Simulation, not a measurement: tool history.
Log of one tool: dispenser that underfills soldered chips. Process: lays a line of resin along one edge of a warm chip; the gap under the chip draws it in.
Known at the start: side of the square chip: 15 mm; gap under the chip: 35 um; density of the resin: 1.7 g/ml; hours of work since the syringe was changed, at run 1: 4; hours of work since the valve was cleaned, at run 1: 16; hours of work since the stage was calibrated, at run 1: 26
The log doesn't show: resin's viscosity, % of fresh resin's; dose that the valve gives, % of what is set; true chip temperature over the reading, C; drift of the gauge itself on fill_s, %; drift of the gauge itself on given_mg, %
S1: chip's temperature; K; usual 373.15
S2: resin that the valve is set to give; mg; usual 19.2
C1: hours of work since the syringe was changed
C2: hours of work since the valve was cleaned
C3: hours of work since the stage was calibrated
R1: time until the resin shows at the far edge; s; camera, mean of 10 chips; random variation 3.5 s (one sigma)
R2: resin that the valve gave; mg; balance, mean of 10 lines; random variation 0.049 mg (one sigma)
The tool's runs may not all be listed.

| run | day | S1 | S2 | C1 | C2 | C3 | R1 | R2 |
|---|---|---|---|---|---|---|---|---|
| 1 | 0.000 | 373.15 | 19.2 | 4 | 16 | 26 | 410.6 | 18.95 |
| 2 | 0.308 | 373.15 | 19.2 | 8 | 21 | 31 | 513.4 | 18.91 |
|  | 0.429 | new syringe of resin |
| 3 | 0.542 | 373.15 | 19.2 | 2 | 24 | 34 | 381.7 | 18.80 |
| 4 | 0.750 | 373.15 | 19.2 | 5 | 28 | 38 | 442.9 | 18.78 |
|  | 1.096 | new syringe of resin |
| 5 | 1.242 | 373.15 | 19.2 | 2 | 35 | 45 | 390.4 | 18.58 |
| 6 | 1.625 | 373.15 | 19.2 | 8 | 41 | 51 | 508.9 | 18.51 |
|  | 1.754 | new syringe of resin |
| 7 | 1.962 | 373.15 | 19.2 | 3 | 46 | 56 | 405.6 | 18.43 |
|  | 2.142 | dispensing valve cleaned and set on the balance |
| 8 | 2.408 | 373.15 | 19.2 | 9 | 4 | 62 | 527.8 | 18.92 |
|  | 2.458 | new syringe of resin |
| 9 | 2.621 | 373.15 | 19.2 | 3 | 7 | 65 | 389.6 | 18.88 |
| 10 | 3.083 | 373.15 | 22.5 | 10 | 14 | 73 | 514.4 | 22.10 |
|  | 3.138 | new syringe of resin |
| 11 | 3.350 | 374.15 | 22.5 | 3 | 18 | 77 | 373.5 | 22.01 |
| 12 | 3.604 | 373.15 | 18.8 | 7 | 22 | 81 | 491.9 | 18.20 |
|  | 3.808 | new syringe of resin |
| 13 | 3.975 | 365.15 | 21.8 | 3 | 28 | 86 | 552.7 | 21.09 |
| 14 | 4.225 | 372.15 | 20.6 | 6 | 32 | 90 | 488.1 | 19.82 |
|  | 4.467 | new syringe of resin |
| 15 | 4.725 | 373.15 | 20.9 | 4 | 39 | 98 | 419.7 | 19.99 |

Forecast each of these 4 alternatives for the next run:
|  | 5.125 | new syringe of resin |
| A | 5.125 | 376.15 | 19.3 | 0 | 45 | 104 | ? | ? |
|  | 5.125 | new syringe of resin |
| B | 5.125 | 386.15 | 22.4 | 0 | 45 | 104 | ? | ? |
|  | 5.125 | new syringe of resin |
| C | 5.125 | 364.15 | 24.9 | 0 | 45 | 104 | ? | ? |
|  | 5.125 | new syringe of resin |
| D | 5.125 | 382.15 | 19.2 | 0 | 45 | 104 | ? | ? |

| run | R1 | R2 |
|---|---|---|
| A | 300.4 | 18.30 |
| B | 191.9 | 21.36 |
| C | 490.6 | 23.67 |
| D | 232.2 | 18.29 |
Without the tool's hidden state the same runs would have given:
| run | R1 | R2 |
|---|---|---|
| A | 308.6 | 19.23 |
| B | 197.9 | 22.45 |
| C | 509.0 | 24.87 |
| D | 238.3 | 19.22 |
